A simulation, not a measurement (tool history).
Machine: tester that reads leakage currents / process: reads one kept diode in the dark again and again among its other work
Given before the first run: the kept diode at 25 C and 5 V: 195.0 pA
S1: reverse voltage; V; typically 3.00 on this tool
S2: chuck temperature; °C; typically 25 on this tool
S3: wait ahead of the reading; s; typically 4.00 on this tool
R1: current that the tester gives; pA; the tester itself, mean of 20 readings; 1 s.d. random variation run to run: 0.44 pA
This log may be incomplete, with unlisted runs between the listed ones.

run 1 hour=0.0 | S1=3.00 S2=25 S3=4.00 | R1=139.16
run 2 hour=118.1 | S1=3.00 S2=25 S3=4.00 | R1=138.19
run 3 hour=265.3 | S1=3.00 S2=25 S3=4.00 | R1=136.82
run 4 hour=372.4 | S1=3.00 S2=25 S3=7.33 | R1=135.59
run 5 hour=519.1 | S1=3.00 S2=21 S3=4.00 | R1=95.47
run 6 hour=662.6 | S1=3.00 S2=21 S3=4.00 | R1=94.40
run 7 hour=748.5 | S1=3.00 S2=26 S3=4.00 | R1=144.62
run 8 hour=843.4 | S1=3.00 S2=25 S3=4.00 | R1=131.93
-- hour=968.3 chuck's temperature calibrated
run 9 hour=986.1 | S1=3.00 S2=25 S3=4.00 | R1=150.99
run 10 hour=1123.2 | S1=14.97 S2=25 S3=4.00 | R1=403.76
run 11 hour=1259.4 | S1=3.00 S2=25 S3=4.00 | R1=149.19
-- hour=1371.0 tester calibrated
run 12 hour=1388.1 | S1=2.68 S2=25 S3=4.00 | R1=138.88
run 13 hour=1540.8 | S1=2.68 S2=25 S3=4.00 | R1=137.77
-- hour=1654.9 tester calibrated, once more
run 14 hour=1662.8 | S1=2.68 S2=25 S3=4.00 | R1=134.84
run 15 hour=1802.5 | S1=2.68 S2=25 S3=4.00 | R1=133.32
run 16 hour=1877.2 | S1=2.68 S2=40 S3=4.00 | R1=452.97
run 17 hour=2043.6 | S1=2.68 S2=40 S3=4.00 | R1=446.93
run 18 hour=2161.9 | S1=2.68 S2=40 S3=4.00 | R1=445.25
run 19 hour=2264.2 | S1=3.00 S2=25 S3=3.40 | R1=140.14
run 20 hour=2395.4 | S1=3.00 S2=25 S3=3.40 | R1=138.56
run 21 hour=2559.6 | S1=3.00 S2=33 S3=6.67 | R1=265.68
run 22 hour=2695.0 | S1=3.00 S2=29 S3=4.00 | R1=190.03
run 23 hour=2833.4 | S1=3.00 S2=29 S3=4.00 | R1=187.84
-- hour=2865.4 probe card cleaned and baked
-- hour=2889.4 chuck's temperature calibrated
run 24 hour=2945.0 | S1=3.00 S2=29 S3=4.00 | R1=206.86
run 25 hour=3097.1 | S1=3.00 S2=21 S3=0.44 | R1=104.12
run 26 hour=3251.5 | S1=2.77 S2=50 S3=1.98 | R1=1029.88
run 27 hour=3401.2 | S1=2.77 S2=50 S3=1.98 | R1=1024.74
run 28 hour=3551.7 | S1=7.28 S2=39 S3=2.41 | R1=763.77
run 29 hour=3706.5 | S1=2.55 S2=45 S3=0.30 | R1=657.43
run 30 hour=3827.0 | S1=3.54 S2=32 S3=2.45 | R1=279.68
run 31 hour=3919.9 | S1=3.88 S2=36 S3=2.45 | R1=406.91
run 32 hour=4048.5 | S1=3.88 S2=36 S3=2.45 | R1=403.48
run 33 hour=4142.9 | S1=1.04 S2=39 S3=1.18 | R1=232.78
run 34 hour=4210.8 | S1=1.68 S2=25 S3=4.00 | R1=95.84
run 35 hour=4316.2 | S1=10.91 S2=25 S3=4.00 | R1=294.58
run 36 hour=4423.4 | S1=1.04 S2=29 S3=0.92 | R1=99.79
run 37 hour=4553.9 | S1=18.59 S2=58 S3=4.82 | R1=5330.03
run 38 hour=4654.2 | S1=1.09 S2=34 S3=1.17 | R1=154.32

Predict the results of run 39:
run 39 hour=4738.4 | S1=1.09 S2=34 S3=1.17 | R1=?

Logged for run 39: R1 153.88 pA.
Minus the tool's unlogged condition, the same run would have read R1 170.18 pA.
